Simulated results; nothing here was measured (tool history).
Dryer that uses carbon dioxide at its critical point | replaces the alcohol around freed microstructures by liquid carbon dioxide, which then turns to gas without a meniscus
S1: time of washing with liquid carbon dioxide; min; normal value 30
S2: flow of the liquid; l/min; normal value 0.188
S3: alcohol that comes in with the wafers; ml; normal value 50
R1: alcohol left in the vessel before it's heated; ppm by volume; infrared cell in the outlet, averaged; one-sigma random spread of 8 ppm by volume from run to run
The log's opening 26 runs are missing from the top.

{"run": 27, "day": 8.504, "S1": 30, "S2": 0.191, "S3": 50, "R1": 498}
{"run": 28, "day": 8.7, "S1": 30, "S2": 0.191, "S3": 50, "R1": 484}
{"run": 29, "day": 9.15, "S1": 30, "S2": 0.191, "S3": 50, "R1": 517}
{"run": 30, "day": 9.583, "S1": 30, "S2": 0.191, "S3": 50, "R1": 497}
{"run": 31, "day": 10.046, "S1": 34, "S2": 0.24, "S3": 108, "R1": 190}
{"run": 32, "day": 10.304, "S1": 46, "S2": 0.188, "S3": 50, "R1": 96}
{"run": 33, "day": 10.746, "S1": 31, "S2": 0.216, "S3": 28, "R1": 171}
{"run": 34, "day": 11.167, "S1": 25, "S2": 0.181, "S3": 74, "R1": 1935}
{"run": 35, "day": 11.425, "S1": 24, "S2": 0.283, "S3": 106, "R1": 489}
{"run": 36, "day": 11.729, "S1": 24, "S2": 0.283, "S3": 106, "R1": 495}
{"run": 37, "day": 12.0, "S1": 32, "S2": 0.167, "S3": 50, "R1": 708}
{"run": 38, "day": 12.362, "S1": 19, "S2": 0.177, "S3": 69, "R1": 4529}
{"run": 39, "day": 12.833, "S1": 19, "S2": 0.177, "S3": 69, "R1": 4678}
{"run": 40, "day": 13.167, "S1": 19, "S2": 0.126, "S3": 69, "R1": 9985}
{"run": 41, "day": 13.554, "S1": 42, "S2": 0.264, "S3": 69, "R1": 69}
{"run": 42, "day": 13.962, "S1": 45, "S2": 0.188, "S3": 50, "R1": 109}
{"run": 43, "day": 14.183, "S1": 45, "S2": 0.188, "S3": 50, "R1": 114}
{"run": 44, "day": 14.375, "S1": 41, "S2": 0.155, "S3": 22, "R1": 192}

3 ways to go on from here, each from the tool as it stands after run 44. What would each give?
{"run": "A", "day": 14.708, "S1": 41, "S2": 0.155, "S3": 79, "R1": "?"}
{"run": "B", "day": 14.708, "S1": 33, "S2": 0.253, "S3": 22, "R1": "?"}
{"run": "C", "day": 14.708, "S1": 34, "S2": 0.155, "S3": 22, "R1": "?"}

run=A R1=557
run=B R1=84
run=C R1=370
With the hidden condition removed and each run's random variation left untouched, the same runs would have given:
run=A R1=370
run=B R1=24
run=C R1=247
